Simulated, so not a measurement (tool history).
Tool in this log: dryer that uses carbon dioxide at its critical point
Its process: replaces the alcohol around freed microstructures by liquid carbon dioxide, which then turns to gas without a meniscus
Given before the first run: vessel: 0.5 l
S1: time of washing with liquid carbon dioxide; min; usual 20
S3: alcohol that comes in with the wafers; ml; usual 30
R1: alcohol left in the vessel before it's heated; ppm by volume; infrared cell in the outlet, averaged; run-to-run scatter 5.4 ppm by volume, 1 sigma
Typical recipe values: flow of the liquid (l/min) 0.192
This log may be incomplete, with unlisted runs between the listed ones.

run 1 hour=0.0 | S1=20 flow_of_the_liquid_(l/min)=0.192 S3=30 | R1=303
run 2 hour=22.2 | S1=14 flow_of_the_liquid_(l/min)=0.192 S3=30 | R1=1494
run 3 hour=34.6 | S1=13 flow_of_the_liquid_(l/min)=0.192 S3=30 | R1=1924
run 4 hour=54.5 | S1=13 flow_of_the_liquid_(l/min)=0.192 S3=30 | R1=1968
run 5 hour=73.7 | S1=13 flow_of_the_liquid_(l/min)=0.192 S3=30 | R1=1985
run 6 hour=93.5 | S1=20 flow_of_the_liquid_(l/min)=0.192 S3=30 | R1=327
run 7 hour=104.8 | S1=20 flow_of_the_liquid_(l/min)=0.318 S3=30 | R1=34
run 8 hour=115.6 | S1=20 flow_of_the_liquid_(l/min)=0.192 S3=30 | R1=343
run 9 hour=124.9 | S1=20 flow_of_the_liquid_(l/min)=0.192 S3=30 | R1=352
run 10 hour=136.5 | S1=20 flow_of_the_liquid_(l/min)=0.192 S3=30 | R1=351
run 11 hour=157.7 | S1=20 flow_of_the_liquid_(l/min)=0.192 S3=30 | R1=365
run 12 hour=171.9 | S1=20 flow_of_the_liquid_(l/min)=0.192 S3=34 | R1=419
run 13 hour=183.5 | S1=20 flow_of_the_liquid_(l/min)=0.192 S3=34 | R1=418
run 14 hour=201.9 | S1=20 flow_of_the_liquid_(l/min)=0.140 S3=30 | R1=1486
run 15 hour=219.3 | S1=20 flow_of_the_liquid_(l/min)=0.192 S3=30 | R1=406
run 16 hour=238.3 | S1=20 flow_of_the_liquid_(l/min)=0.192 S3=20 | R1=280
run 17 hour=252.3 | S1=20 flow_of_the_liquid_(l/min)=0.192 S3=20 | R1=292
run 18 hour=263.8 | S1=16 flow_of_the_liquid_(l/min)=0.128 S3=49 | R1=6715
run 19 hour=284.2 | S1=30 flow_of_the_liquid_(l/min)=0.123 S3=48 | R1=830
-- hour=293.3 inlet filter changed
run 20 hour=306.7 | S1=23 flow_of_the_liquid_(l/min)=0.155 S3=104 | R1=752
run 21 hour=329.0 | S1=23 flow_of_the_liquid_(l/min)=0.155 S3=104 | R1=756
run 22 hour=339.7 | S1=20 flow_of_the_liquid_(l/min)=0.256 S3=30 | R1=61
run 23 hour=360.9 | S1=20 flow_of_the_liquid_(l/min)=0.192 S3=23 | R1=137
run 24 hour=370.3 | S1=17 flow_of_the_liquid_(l/min)=0.297 S3=23 | R1=44
run 25 hour=392.9 | S1=18 flow_of_the_liquid_(l/min)=0.318 S3=85 | R1=55
run 26 hour=410.5 | S1=18 flow_of_the_liquid_(l/min)=0.157 S3=85 | R1=2121
run 27 hour=431.3 | S1=30 flow_of_the_liquid_(l/min)=0.295 S3=37 | R1=40
run 28 hour=447.5 | S1=30 flow_of_the_liquid_(l/min)=0.295 S3=37 | R1=44
run 29 hour=466.6 | S1=30 flow_of_the_liquid_(l/min)=0.194 S3=94 | R1=55
run 30 hour=488.8 | S1=30 flow_of_the_liquid_(l/min)=0.194 S3=94 | R1=79
run 31 hour=507.9 | S1=30 flow_of_the_liquid_(l/min)=0.194 S3=94 | R1=75
run 32 hour=523.6 | S1=30 flow_of_the_liquid_(l/min)=0.243 S3=38 | R1=47
run 33 hour=538.1 | S1=20 flow_of_the_liquid_(l/min)=0.226 S3=30 | R1=104

Alternative continuations, all from the tool just after run 33; predict every row:
run A hour=560.5 | S1=20 flow_of_the_liquid_(l/min)=0.246 S3=30 | R1=?
run B hour=560.5 | S1=26 flow_of_the_liquid_(l/min)=0.137 S3=52 | R1=?
run C hour=560.5 | S1=31 flow_of_the_liquid_(l/min)=0.178 S3=30 | R1=?
run D hour=560.5 | S1=15 flow_of_the_liquid_(l/min)=0.226 S3=30 | R1=?

run=A R1=74
run=B R1=520
run=C R1=60
run=D R1=376
Without the tool's hidden state the same runs would have given:
run=A R1=24
run=B R1=369
run=C R1=13
run=D R1=260

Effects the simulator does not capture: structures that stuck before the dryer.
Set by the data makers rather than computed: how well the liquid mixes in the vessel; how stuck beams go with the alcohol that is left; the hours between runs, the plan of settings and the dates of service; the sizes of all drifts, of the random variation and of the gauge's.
